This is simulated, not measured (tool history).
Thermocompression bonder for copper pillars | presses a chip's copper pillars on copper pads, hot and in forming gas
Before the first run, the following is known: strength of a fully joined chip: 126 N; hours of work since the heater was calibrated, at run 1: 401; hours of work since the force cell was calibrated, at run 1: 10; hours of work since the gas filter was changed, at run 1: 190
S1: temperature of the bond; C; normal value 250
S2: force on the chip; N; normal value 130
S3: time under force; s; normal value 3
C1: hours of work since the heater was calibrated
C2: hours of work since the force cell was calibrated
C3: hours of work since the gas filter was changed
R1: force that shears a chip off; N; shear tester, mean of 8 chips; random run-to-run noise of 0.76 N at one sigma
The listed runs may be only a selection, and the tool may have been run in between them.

{"run": 1, "hour": 0.0, "S1": 250, "S2": 130, "S3": 3, "C1": 401, "C2": 10, "C3": 190, "R1": 48.6}
{"run": 2, "hour": 19.2, "S1": 250, "S2": 130, "S3": 3, "C1": 410, "C2": 19, "C3": 199, "R1": 48.3}
{"run": 3, "hour": 43.0, "S1": 250, "S2": 130, "S3": 5, "C1": 422, "C2": 31, "C3": 211, "R1": 58.7}
{"run": 4, "hour": 67.2, "S1": 250, "S2": 130, "S3": 5, "C1": 433, "C2": 43, "C3": 223, "R1": 58.5}
{"run": 5, "hour": 88.8, "S1": 250, "S2": 130, "S3": 5, "C1": 444, "C2": 53, "C3": 233, "R1": 56.5}
{"run": 6, "hour": 109.7, "S1": 250, "S2": 130, "S3": 3, "C1": 454, "C2": 63, "C3": 244, "R1": 47.1}
{"run": 7, "hour": 133.2, "S1": 250, "S2": 130, "S3": 3, "C1": 466, "C2": 75, "C3": 255, "R1": 47.5}
{"run": 8, "hour": 144.2, "S1": 250, "S2": 130, "S3": 3, "C1": 471, "C2": 80, "C3": 260, "R1": 46.1}
{"hour": 147.2, "done": "force cell calibrated"}
{"run": 9, "hour": 158.4, "S1": 277, "S2": 157, "S3": 3, "C1": 477, "C2": 5, "C3": 267, "R1": 81.8}
{"run": 10, "hour": 169.9, "S1": 277, "S2": 157, "S3": 2, "C1": 483, "C2": 11, "C3": 272, "R1": 72.7}
{"run": 11, "hour": 194.0, "S1": 231, "S2": 123, "S3": 2, "C1": 495, "C2": 23, "C3": 284, "R1": 25.4}
{"hour": 199.1, "done": "force cell calibrated, once more"}
{"run": 12, "hour": 219.6, "S1": 280, "S2": 130, "S3": 3, "C1": 506, "C2": 10, "C3": 296, "R1": 74.4}
{"run": 13, "hour": 243.7, "S1": 242, "S2": 110, "S3": 3, "C1": 518, "C2": 22, "C3": 307, "R1": 33.4}

Predict the results of run 14:
{"run": 14, "hour": 256.0, "S1": 234, "S2": 130, "S3": 3, "C1": 524, "C2": 28, "C3": 314, "R1": "?"}

Run 14 came out at R1 34.0 N.
Minus the tool's unlogged condition, the same run would have read R1 43.6 N.
